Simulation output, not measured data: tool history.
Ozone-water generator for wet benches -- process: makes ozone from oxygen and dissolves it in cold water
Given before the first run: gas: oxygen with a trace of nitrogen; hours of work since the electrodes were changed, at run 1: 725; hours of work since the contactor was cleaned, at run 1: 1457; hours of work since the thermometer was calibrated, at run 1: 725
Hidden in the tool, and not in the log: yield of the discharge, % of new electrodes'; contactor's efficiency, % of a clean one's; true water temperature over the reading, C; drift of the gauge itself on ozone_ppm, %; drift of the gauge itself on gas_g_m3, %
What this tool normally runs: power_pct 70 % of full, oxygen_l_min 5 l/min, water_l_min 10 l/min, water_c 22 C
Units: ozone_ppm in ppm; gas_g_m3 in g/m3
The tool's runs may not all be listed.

run,hour,power_pct,oxygen_l_min,water_l_min,water_c,hours of work since the electrodes were changed,hours of work since the contactor was cleaned,hours of work since the thermometer was calibrated,ozone_ppm,gas_g_m3
1,0.0,70,5,10,22,725,1457,725,38.0,275.6
2,156.6,70,5,10,22,843,1574,843,37.5,272.7
3,276.5,70,5,10,22,933,1664,933,37.6,273.2
4,378.6,70,5,10,22,1009,1741,1009,37.7,272.6
# hour 393.6: water thermometer calibrated
5,489.6,70,5,10,22,1092,1823,72,37.6,272.6
6,632.1,70,5,10,22,1199,1930,179,37.3,273.3
# hour 723.8: water thermometer calibrated, once more
7,760.2,70,5,6,17,1295,2026,27,53.6,272.0

Run 8, settings as shown, results not yet in. Your forecast:
8,867.2,70,5,6,17,1375,2106,108,?,?

ozone_ppm: 53.2 ppm
gas_g_m3: 272.1 g/m3
With the hidden condition absent and the run-to-run variation left alone, this run would have shown ozone_ppm 56.1 ppm, gas_g_m3 278.8 g/m3.
